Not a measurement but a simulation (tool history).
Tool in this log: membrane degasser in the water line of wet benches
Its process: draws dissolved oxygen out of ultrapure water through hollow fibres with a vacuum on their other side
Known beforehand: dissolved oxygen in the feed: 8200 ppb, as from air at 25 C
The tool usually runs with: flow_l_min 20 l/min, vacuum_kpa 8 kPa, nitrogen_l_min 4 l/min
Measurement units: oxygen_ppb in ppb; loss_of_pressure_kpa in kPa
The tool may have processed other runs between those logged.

Run 1, hour 0: usual settings. Result: oxygen_ppb 209 ppb, loss_of_pressure_kpa 36.79 kPa.
At hour 45.8: seals of the vacuum lines changed.
Run 2, hour 57.1: usual settings. Result: oxygen_ppb 210.1 ppb, loss_of_pressure_kpa 36.78 kPa.
At hour 64.7: vacuum gauge calibrated.
Run 3, hour 103.7: usual settings. Result: oxygen_ppb 207.6 ppb, loss_of_pressure_kpa 37.15 kPa.
Run 4, hour 148.5: usual settings. Result: oxygen_ppb 210.3 ppb, loss_of_pressure_kpa 36.83 kPa.
Run 5, hour 179.6: usual settings. Result: oxygen_ppb 207.5 ppb, loss_of_pressure_kpa 36.77 kPa.
Run 6, hour 224.5: usual settings. Result: oxygen_ppb 210 ppb, loss_of_pressure_kpa 37.09 kPa.
Run 7, hour 268: usual settings. Result: oxygen_ppb 210.6 ppb, loss_of_pressure_kpa 36.76 kPa.
Run 8, hour 303.3: usual settings. Result: oxygen_ppb 209.1 ppb, loss_of_pressure_kpa 36.97 kPa.
Run 9, hour 339.4: usual settings. Result: oxygen_ppb 205.2 ppb, loss_of_pressure_kpa 36.91 kPa.
Run 10, hour 384.6: usual settings. Result: oxygen_ppb 210 ppb, loss_of_pressure_kpa 36.65 kPa.
Run 11, hour 430.4: usual settings. Result: oxygen_ppb 209.6 ppb, loss_of_pressure_kpa 37.16 kPa.
Run 12, hour 471.9: usual settings. Result: oxygen_ppb 211.5 ppb, loss_of_pressure_kpa 36.9 kPa.
Run 13, hour 524.2: usual settings. Result: oxygen_ppb 210.3 ppb, loss_of_pressure_kpa 37.11 kPa.
Run 14, hour 576.3: usual settings. Result: oxygen_ppb 209 ppb, loss_of_pressure_kpa 36.79 kPa.
Run 15, hour 618.1: usual settings. Result: oxygen_ppb 212.6 ppb, loss_of_pressure_kpa 36.96 kPa.
Run 16, hour 652.3: usual settings. Result: oxygen_ppb 213.4 ppb, loss_of_pressure_kpa 37.27 kPa.
Run 17, hour 700.4: usual settings. Result: oxygen_ppb 208 ppb, loss_of_pressure_kpa 37.31 kPa.
Run 18, hour 742: usual settings but flow_l_min 26 l/min. Result: oxygen_ppb 397 ppb, loss_of_pressure_kpa 48.29 kPa.
Run 19, hour 774.8: usual settings but flow_l_min 21 l/min. Result: oxygen_ppb 241.7 ppb, loss_of_pressure_kpa 38.73 kPa.
Run 20, hour 806.3: usual settings but flow_l_min 12 l/min, vacuum_kpa 15.05 kPa. Result: oxygen_ppb 109.9 ppb, loss_of_pressure_kpa 22.03 kPa.
Run 21, hour 868.3: usual settings but flow_l_min 18 l/min, vacuum_kpa 8.8 kPa. Result: oxygen_ppb 169.9 ppb, loss_of_pressure_kpa 33.43 kPa.
Run 22, hour 918.1: usual settings but flow_l_min 14 l/min, vacuum_kpa 8.54 kPa, nitrogen_l_min 5.44 l/min. Result: oxygen_ppb 77.7 ppb, loss_of_pressure_kpa 26.09 kPa.
Run 23, hour 943.7: usual settings but flow_l_min 17 l/min, vacuum_kpa 17.04 kPa, nitrogen_l_min 7.1 l/min. Result: oxygen_ppb 168.7 ppb, loss_of_pressure_kpa 31.41 kPa.
Run 24, hour 997: usual settings but flow_l_min 17 l/min, vacuum_kpa 11.56 kPa, nitrogen_l_min 2.68 l/min. Result: oxygen_ppb 214 ppb, loss_of_pressure_kpa 31.43 kPa.
Run 25, hour 1051.7: usual settings but flow_l_min 15 l/min, vacuum_kpa 12.12 kPa, nitrogen_l_min 6.08 l/min. Result: oxygen_ppb 111.3 ppb, loss_of_pressure_kpa 27.92 kPa.
Run 26, hour 1095.5: usual settings but vacuum_kpa 12.4 kPa, nitrogen_l_min 11.97 l/min. Result: oxygen_ppb 192.5 ppb, loss_of_pressure_kpa 37.03 kPa.
Run 27, hour 1158.6: usual settings but vacuum_kpa 9 kPa, nitrogen_l_min 2.66 l/min. Result: oxygen_ppb 257.3 ppb, loss_of_pressure_kpa 37.23 kPa.
Run 28, hour 1206.7: usual settings but vacuum_kpa 10.09 kPa. Result: oxygen_ppb 235.3 ppb, loss_of_pressure_kpa 37.18 kPa.
Run 29, hour 1265.9: usual settings but vacuum_kpa 10.09 kPa. Result: oxygen_ppb 236 ppb, loss_of_pressure_kpa 36.89 kPa.
Run 30, hour 1321.4: usual settings but vacuum_kpa 10.09 kPa, nitrogen_l_min 5.31 l/min. Result: oxygen_ppb 223.7 ppb, loss_of_pressure_kpa 37.42 kPa.
Run 31, hour 1368.8: usual settings but flow_l_min 17 l/min, vacuum_kpa 11.23 kPa. Result: oxygen_ppb 175.3 ppb, loss_of_pressure_kpa 31.48 kPa.

Here are 3 independent what-if runs from the current tool condition. What would each one return?
Run A, hour 1421.7: usual settings but vacuum_kpa 18.71 kPa. Result: oxygen_ppb ?, loss_of_pressure_kpa ?.
Run B, hour 1421.7: usual settings but flow_l_min 22 l/min, vacuum_kpa 11.23 kPa. Result: oxygen_ppb ?, loss_of_pressure_kpa ?.
Run C, hour 1421.7: usual settings but vacuum_kpa 19.04 kPa. Result: oxygen_ppb ?, loss_of_pressure_kpa ?.

run  oxygen_ppb  loss_of_pressure_kpa
  A         336                 37.27
  B       305.6                 41.04
  C       346.1                 37.28
Take away the tool's hidden state, keep each run's random variation, and the runs would have read:
run  oxygen_ppb  loss_of_pressure_kpa
  A       326.7                 36.77
  B       294.5                  40.5
  C       336.8                 36.78
